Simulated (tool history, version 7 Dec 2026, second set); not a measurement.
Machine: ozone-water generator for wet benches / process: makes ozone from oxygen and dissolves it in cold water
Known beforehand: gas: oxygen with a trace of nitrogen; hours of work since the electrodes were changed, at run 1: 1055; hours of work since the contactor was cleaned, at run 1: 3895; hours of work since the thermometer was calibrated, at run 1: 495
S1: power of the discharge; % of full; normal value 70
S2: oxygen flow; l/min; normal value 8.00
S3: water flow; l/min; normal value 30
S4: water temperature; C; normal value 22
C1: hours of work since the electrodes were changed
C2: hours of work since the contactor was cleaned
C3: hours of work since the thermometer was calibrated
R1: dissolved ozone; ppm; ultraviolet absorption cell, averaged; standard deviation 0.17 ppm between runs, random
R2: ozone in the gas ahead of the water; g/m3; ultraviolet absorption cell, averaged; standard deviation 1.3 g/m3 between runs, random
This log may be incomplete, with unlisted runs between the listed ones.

| run | hour | S1 | S2 | S3 | S4 | C1 | C2 | C3 | R1 | R2 |
|---|---|---|---|---|---|---|---|---|---|---|
| 1 | 0.0 | 70 | 8.00 | 30 | 22 | 1055 | 3895 | 495 | 22.4 | 224.6 |
| 2 | 25.7 | 70 | 8.00 | 30 | 22 | 1076 | 3916 | 517 | 22.3 | 224.0 |
| 3 | 44.1 | 70 | 8.00 | 30 | 22 | 1092 | 3932 | 533 | 22.6 | 223.9 |
| 4 | 69.0 | 70 | 8.00 | 30 | 22 | 1113 | 3953 | 554 | 22.6 | 221.8 |
|  | 76.3 | contactor cleaned |
| 5 | 99.1 | 70 | 8.00 | 30 | 22 | 1135 | 19 | 576 | 22.4 | 224.2 |
| 6 | 127.3 | 70 | 8.00 | 30 | 22 | 1159 | 43 | 600 | 22.2 | 224.8 |
|  | 138.5 | contactor cleaned, once more |
| 7 | 168.4 | 70 | 8.00 | 30 | 22 | 1191 | 25 | 631 | 22.9 | 223.1 |
| 8 | 204.7 | 70 | 8.00 | 30 | 22 | 1222 | 56 | 662 | 22.7 | 222.1 |
| 9 | 220.6 | 70 | 9.94 | 35 | 22 | 1235 | 70 | 676 | 19.3 | 192.1 |
| 10 | 247.8 | 66 | 8.00 | 30 | 22 | 1258 | 93 | 699 | 22.0 | 213.3 |
| 11 | 268.7 | 58 | 5.57 | 35 | 23 | 1276 | 111 | 716 | 17.7 | 251.9 |
| 12 | 303.6 | 58 | 12.72 | 35 | 23 | 1306 | 140 | 746 | 15.9 | 144.1 |

Selected run-to-run steps in R1, each split into two signed amounts: the part the tool would show with no hidden state at all (from settings, incoming material and random variation), and the remainder, which goes to the hidden state together with any gauge scatter not common to the measured and the hidden-state-free results:
Hidden conditions of the tool in this case: yield of the discharge, % of new electrodes'; contactor's efficiency, % of a clean one's; true water temperature over the reading, C; drift of the gauge itself on ozone_ppm, %; drift of the gauge itself on gas_g_m3, %.
Run 6 -> 7: contactor cleaned, once more. R1 +0.7 ppm: hidden state +0.7, all else +0.0.
Run 10 -> 11: S1 66 -> 58, S2 8.00 -> 5.57, S3 30 -> 35, S4 22 -> 23. R1 -4.3 ppm: hidden state +0.2, all else -4.5.
